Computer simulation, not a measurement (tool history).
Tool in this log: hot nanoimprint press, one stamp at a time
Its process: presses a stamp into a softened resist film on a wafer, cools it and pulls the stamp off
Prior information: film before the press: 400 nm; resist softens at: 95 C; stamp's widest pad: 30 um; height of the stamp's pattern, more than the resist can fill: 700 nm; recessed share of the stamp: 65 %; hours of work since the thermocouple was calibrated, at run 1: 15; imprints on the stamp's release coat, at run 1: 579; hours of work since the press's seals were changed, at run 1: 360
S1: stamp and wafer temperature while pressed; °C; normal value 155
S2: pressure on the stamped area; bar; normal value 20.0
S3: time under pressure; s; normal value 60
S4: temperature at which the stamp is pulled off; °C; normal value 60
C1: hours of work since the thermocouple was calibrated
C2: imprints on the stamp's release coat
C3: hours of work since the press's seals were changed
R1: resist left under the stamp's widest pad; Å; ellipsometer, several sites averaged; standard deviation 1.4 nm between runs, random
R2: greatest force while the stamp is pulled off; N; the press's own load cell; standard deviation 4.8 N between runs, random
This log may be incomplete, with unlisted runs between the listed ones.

run   hour   S1    S2  S3  S4   C1   C2   C3    R1   R2
  1    0.0  155  20.0  60  60   15  579  360  2234  252
  2   30.7  155  20.0  60  60   37  665  382  2233  255
  3   72.3  155  20.0  60  60   67  781  411  2213  252
  4   90.2  155  20.0  60  56   79  831  424  2208  273
  5  127.4  155  20.0  60  57  106  936  450  2183  270
     153.1  -- stamp cleaned and given a new release coat
  6  157.0  155  20.0  60  57  122   11  467  2192  246
  7  186.2  155  20.0  60  57  143   93  488  2169  239
  8  221.8  155  20.0  60  57  168  192  513  2161  239
  9  248.2  155  20.0  60  54  187  266  531  2167  251
 10  288.2  155  20.0  60  54  215  378  560  2158  257
 11  322.9  155  20.0  60  60  240  475  584  2122  249
 12  347.7  155  20.0  60  60  258  545  602  2145  252
 13  372.4  155  20.0  60  67  275  614  619  2086  236
 14  409.8  155  20.0  60  67  302  719  646  2111  240
 15  442.1  155  20.0  60  67  324  809  669  2083  247
 16  467.0  155  20.0  60  67  342  879  687  2078  242
     513.3  -- stamp cleaned and given a new release coat
 17  513.3  155  26.2  40  67  371    0  715  2156  222
     528.0  -- plate thermocouple calibrated
 18  535.0  155  26.2  40  67    5   52  728  2350  220
 19  575.4  162  26.2  40  67   34  165  757  1586  223
 20  607.7  162  26.2  40  67   56  256  780  1561  230
 21  649.7  155  20.0  34  60   86  373  810  2621  240
     678.3  -- press's hydraulic seals changed and the load cell set to zero
 22  687.0  155  20.0  34  60  107  456    6  2587  252
 23  711.2  164  20.0  60  58  124  523   23  1303  254
 24  740.5  164  15.4  60  58  145  605   44  1455  254
 25  769.7  161  15.9  93  60  166  687   65  1425  253
 26  793.2  149  20.0  60  60  182  753   81  2866  254
 27  833.5  149  20.0  60  60  211  866  110  2809  265
 28  866.1  149  20.0  60  60  234  957  133  2814  257
     884.2  -- stamp cleaned and given a new release coat
 29  908.2  149  20.0  60  60  259   67  159  2815  236

Predict each of these 3 candidate next runs independently; none follows another, all start after run 29:
  A  946.8  159  20.0  60  47  287  175  186   ?   ?
  B  946.8  161  20.1  60  67  287  175  186   ?   ?
  C  946.8  149  20.0  46  60  287  175  186   ?   ?

run    R1   R2
  A  1669  261
  B  1471  212
  C  2968  245
What these runs would have given with no unlogged condition in the tool:
run    R1   R2
  A  1801  257
  B  1588  209
  C  3112  242
